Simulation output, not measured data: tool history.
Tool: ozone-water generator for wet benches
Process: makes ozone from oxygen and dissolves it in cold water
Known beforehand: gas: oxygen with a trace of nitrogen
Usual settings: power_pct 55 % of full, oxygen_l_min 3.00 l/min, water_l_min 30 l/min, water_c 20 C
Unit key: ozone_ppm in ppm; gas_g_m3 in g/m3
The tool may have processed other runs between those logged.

run 1 hour=0.0 | power_pct=55 oxygen_l_min=3.00 water_l_min=30 water_c=20 | ozone_ppm=6.26 gas_g_m3=119.6
run 2 hour=25.5 | power_pct=55 oxygen_l_min=3.00 water_l_min=30 water_c=20 | ozone_ppm=6.23 gas_g_m3=119.4
run 3 hour=67.7 | power_pct=55 oxygen_l_min=3.00 water_l_min=30 water_c=20 | ozone_ppm=6.11 gas_g_m3=118.1
run 4 hour=90.4 | power_pct=55 oxygen_l_min=3.00 water_l_min=30 water_c=20 | ozone_ppm=6.21 gas_g_m3=119.3
run 5 hour=121.9 | power_pct=55 oxygen_l_min=3.00 water_l_min=30 water_c=20 | ozone_ppm=6.18 gas_g_m3=119.9
run 6 hour=167.9 | power_pct=55 oxygen_l_min=3.00 water_l_min=30 water_c=20 | ozone_ppm=6.15 gas_g_m3=119.5
run 7 hour=214.2 | power_pct=55 oxygen_l_min=3.00 water_l_min=30 water_c=20 | ozone_ppm=6.18 gas_g_m3=119.3
run 8 hour=243.3 | power_pct=55 oxygen_l_min=3.00 water_l_min=35 water_c=20 | ozone_ppm=5.09 gas_g_m3=118.7
run 9 hour=273.2 | power_pct=67 oxygen_l_min=3.00 water_l_min=35 water_c=20 | ozone_ppm=6.03 gas_g_m3=136.9
run 10 hour=309.1 | power_pct=55 oxygen_l_min=3.00 water_l_min=30 water_c=20 | ozone_ppm=6.12 gas_g_m3=118.8
run 11 hour=346.7 | power_pct=55 oxygen_l_min=3.00 water_l_min=30 water_c=20 | ozone_ppm=6.24 gas_g_m3=118.1
run 12 hour=386.4 | power_pct=55 oxygen_l_min=3.00 water_l_min=30 water_c=20 | ozone_ppm=6.16 gas_g_m3=120.2
run 13 hour=407.3 | power_pct=55 oxygen_l_min=4.54 water_l_min=30 water_c=20 | ozone_ppm=7.01 gas_g_m3=99.7
run 14 hour=452.2 | power_pct=55 oxygen_l_min=4.54 water_l_min=30 water_c=20 | ozone_ppm=6.91 gas_g_m3=99.5
run 15 hour=488.1 | power_pct=55 oxygen_l_min=3.00 water_l_min=38 water_c=20 | ozone_ppm=4.71 gas_g_m3=120.0
run 16 hour=533.6 | power_pct=55 oxygen_l_min=3.00 water_l_min=38 water_c=20 | ozone_ppm=4.72 gas_g_m3=118.1
run 17 hour=564.2 | power_pct=42 oxygen_l_min=2.91 water_l_min=30 water_c=20 | ozone_ppm=5.07 gas_g_m3=100.3
run 18 hour=602.2 | power_pct=55 oxygen_l_min=2.26 water_l_min=25 water_c=12 | ozone_ppm=7.12 gas_g_m3=133.2
run 19 hour=626.1 | power_pct=55 oxygen_l_min=2.83 water_l_min=30 water_c=20 | ozone_ppm=6.04 gas_g_m3=122.2
run 20 hour=669.0 | power_pct=55 oxygen_l_min=2.83 water_l_min=40 water_c=27 | ozone_ppm=4.09 gas_g_m3=120.9
run 21 hour=691.8 | power_pct=51 oxygen_l_min=4.13 water_l_min=40 water_c=18 | ozone_ppm=4.66 gas_g_m3=99.2
run 22 hour=735.5 | power_pct=44 oxygen_l_min=4.23 water_l_min=20 water_c=17 | ozone_ppm=8.95 gas_g_m3=88.6
run 23 hour=767.5 | power_pct=55 oxygen_l_min=3.00 water_l_min=34 water_c=23 | ozone_ppm=5.18 gas_g_m3=119.7
run 24 hour=797.0 | power_pct=50 oxygen_l_min=3.00 water_l_min=30 water_c=13 | ozone_ppm=6.05 gas_g_m3=111.3
run 25 hour=839.8 | power_pct=50 oxygen_l_min=3.00 water_l_min=30 water_c=13 | ozone_ppm=6.03 gas_g_m3=111.2
run 26 hour=884.3 | power_pct=44 oxygen_l_min=4.36 water_l_min=25 water_c=13 | ozone_ppm=7.54 gas_g_m3=87.5
run 27 hour=924.1 | power_pct=44 oxygen_l_min=4.36 water_l_min=25 water_c=13 | ozone_ppm=7.58 gas_g_m3=88.2
run 28 hour=944.3 | power_pct=58 oxygen_l_min=2.90 water_l_min=41 water_c=21 | ozone_ppm=4.34 gas_g_m3=125.0
run 29 hour=988.8 | power_pct=42 oxygen_l_min=2.29 water_l_min=41 water_c=22 | ozone_ppm=3.19 gas_g_m3=111.4
run 30 hour=1022.7 | power_pct=42 oxygen_l_min=2.29 water_l_min=41 water_c=17 | ozone_ppm=3.27 gas_g_m3=110.9
run 31 hour=1051.6 | power_pct=42 oxygen_l_min=2.29 water_l_min=41 water_c=17 | ozone_ppm=3.25 gas_g_m3=111.4
run 32 hour=1078.1 | power_pct=42 oxygen_l_min=2.29 water_l_min=41 water_c=17 | ozone_ppm=3.26 gas_g_m3=110.6

Some steps in ozone_ppm, run to run, broken into two amounts with sign: the step expected even without the hidden condition (settings, incoming material, random variation), and the rest, left for the hidden condition together with whatever gauge scatter is not in both the measured and the hidden-condition-free result:
The tool's hidden condition here consists of: yield of the discharge, % of new electrodes'; contactor's efficiency, % of a clean one's; true water temperature over the reading, C; drift of the gauge itself on ozone_ppm, %; drift of the gauge itself on gas_g_m3, %.
Run 17 -> 18: power_pct 42 -> 55, oxygen_l_min 2.91 -> 2.26, water_l_min 30 -> 25, water_c 20 -> 12. ozone_ppm +2.05 ppm: hidden state -0.05, all else +2.10.
Run 21 -> 22: power_pct 51 -> 44, oxygen_l_min 4.13 -> 4.23, water_l_min 40 -> 20, water_c 18 -> 17. ozone_ppm +4.29 ppm: hidden state -0.06, all else +4.35.
Run 22 -> 23: power_pct 44 -> 55, oxygen_l_min 4.23 -> 3.00, water_l_min 20 -> 34, water_c 17 -> 23. ozone_ppm -3.77 ppm: hidden state +0.05, all else -3.82.
Run 27 -> 28: power_pct 44 -> 58, oxygen_l_min 4.36 -> 2.90, water_l_min 25 -> 41, water_c 13 -> 21. ozone_ppm -3.24 ppm: hidden state +0.06, all else -3.30.
